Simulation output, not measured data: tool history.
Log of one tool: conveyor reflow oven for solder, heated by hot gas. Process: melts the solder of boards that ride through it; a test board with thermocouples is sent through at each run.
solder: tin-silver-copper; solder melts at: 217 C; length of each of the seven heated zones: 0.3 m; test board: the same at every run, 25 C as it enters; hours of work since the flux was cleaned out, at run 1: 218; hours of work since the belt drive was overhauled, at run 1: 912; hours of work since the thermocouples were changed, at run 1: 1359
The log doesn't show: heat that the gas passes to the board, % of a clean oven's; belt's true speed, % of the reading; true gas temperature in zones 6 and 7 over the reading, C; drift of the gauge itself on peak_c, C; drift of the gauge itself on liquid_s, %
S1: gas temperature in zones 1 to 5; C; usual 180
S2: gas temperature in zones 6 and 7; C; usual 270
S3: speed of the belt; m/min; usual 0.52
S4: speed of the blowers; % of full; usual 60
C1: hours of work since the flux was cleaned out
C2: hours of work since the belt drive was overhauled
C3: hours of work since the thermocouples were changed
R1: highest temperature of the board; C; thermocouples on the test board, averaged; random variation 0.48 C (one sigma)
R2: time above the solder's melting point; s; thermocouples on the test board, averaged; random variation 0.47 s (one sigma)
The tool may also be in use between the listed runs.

{"run": 1, "hour": 0.0, "S1": 180, "S2": 270, "S3": 0.52, "S4": 60, "C1": 218, "C2": 912, "C3": 1359, "R1": 253, "R2": 55.9}
{"run": 2, "hour": 29.1, "S1": 180, "S2": 270, "S3": 0.53, "S4": 60, "C1": 242, "C2": 935, "C3": 1382, "R1": 251.4, "R2": 55.3}
{"hour": 76.2, "done": "thermocouples of zones 6 and 7 changed"}
{"run": 3, "hour": 82.4, "S1": 180, "S2": 270, "S3": 0.53, "S4": 53, "C1": 282, "C2": 976, "C3": 5, "R1": 255.2, "R2": 57.4}
{"run": 4, "hour": 141.0, "S1": 180, "S2": 270, "S3": 0.53, "S4": 53, "C1": 329, "C2": 1022, "C3": 52, "R1": 255, "R2": 56.5}
{"run": 5, "hour": 205.2, "S1": 180, "S2": 270, "S3": 0.53, "S4": 53, "C1": 380, "C2": 1074, "C3": 103, "R1": 254.3, "R2": 56.2}
{"run": 6, "hour": 235.4, "S1": 166, "S2": 270, "S3": 0.52, "S4": 60, "C1": 404, "C2": 1098, "C3": 127, "R1": 253.9, "R2": 52.2}
{"run": 7, "hour": 303.1, "S1": 166, "S2": 270, "S3": 0.52, "S4": 60, "C1": 458, "C2": 1152, "C3": 181, "R1": 253.4, "R2": 52.1}
{"hour": 316.1, "done": "flux residue cleaned out of gas plates and filters"}
{"run": 8, "hour": 338.0, "S1": 177, "S2": 270, "S3": 0.52, "S4": 60, "C1": 17, "C2": 1175, "C3": 205, "R1": 257.9, "R2": 58.8}
{"run": 9, "hour": 384.4, "S1": 180, "S2": 270, "S3": 0.432, "S4": 60, "C1": 54, "C2": 1212, "C3": 241, "R1": 261.5, "R2": 75.6}
{"run": 10, "hour": 425.5, "S1": 174, "S2": 282, "S3": 0.52, "S4": 87, "C1": 87, "C2": 1245, "C3": 274, "R1": 270.2, "R2": 64.7}
{"run": 11, "hour": 489.3, "S1": 180, "S2": 277, "S3": 0.52, "S4": 53, "C1": 138, "C2": 1296, "C3": 325, "R1": 262.1, "R2": 62.8}
{"run": 12, "hour": 550.1, "S1": 180, "S2": 277, "S3": 0.52, "S4": 53, "C1": 186, "C2": 1344, "C3": 374, "R1": 262.5, "R2": 62.2}
{"run": 13, "hour": 592.8, "S1": 180, "S2": 277, "S3": 0.52, "S4": 53, "C1": 220, "C2": 1378, "C3": 407, "R1": 261.6, "R2": 62.3}
{"run": 14, "hour": 660.7, "S1": 186, "S2": 261, "S3": 0.486, "S4": 60, "C1": 275, "C2": 1432, "C3": 462, "R1": 251.3, "R2": 62.6}
{"run": 15, "hour": 729.4, "S1": 192, "S2": 259, "S3": 0.52, "S4": 60, "C1": 329, "C2": 1487, "C3": 516, "R1": 247.6, "R2": 59.3}
{"run": 16, "hour": 770.4, "S1": 190, "S2": 260, "S3": 0.52, "S4": 67, "C1": 362, "C2": 1520, "C3": 549, "R1": 247.8, "R2": 59}
{"run": 17, "hour": 810.4, "S1": 190, "S2": 260, "S3": 0.52, "S4": 67, "C1": 394, "C2": 1552, "C3": 581, "R1": 249.1, "R2": 58.6}
{"run": 18, "hour": 848.1, "S1": 169, "S2": 260, "S3": 0.52, "S4": 67, "C1": 424, "C2": 1582, "C3": 611, "R1": 244.6, "R2": 48.7}

Hidden state or all else? Some run-to-run changes of R1, split into what the settings, what came in and random variation would give without the hidden state, and what is left for the hidden state (with any gauge scatter that isn't in both results):
Run 2 -> 3: S4 60 -> 53, thermocouples of zones 6 and 7 changed. R1 +3.8 C: hidden state +4.7, all else -0.9.
Run 13 -> 14: S1 180 -> 186, S2 277 -> 261, S3 0.52 -> 0.486, S4 53 -> 60. R1 -10.3 C: hidden state -0.4, all else -9.9.
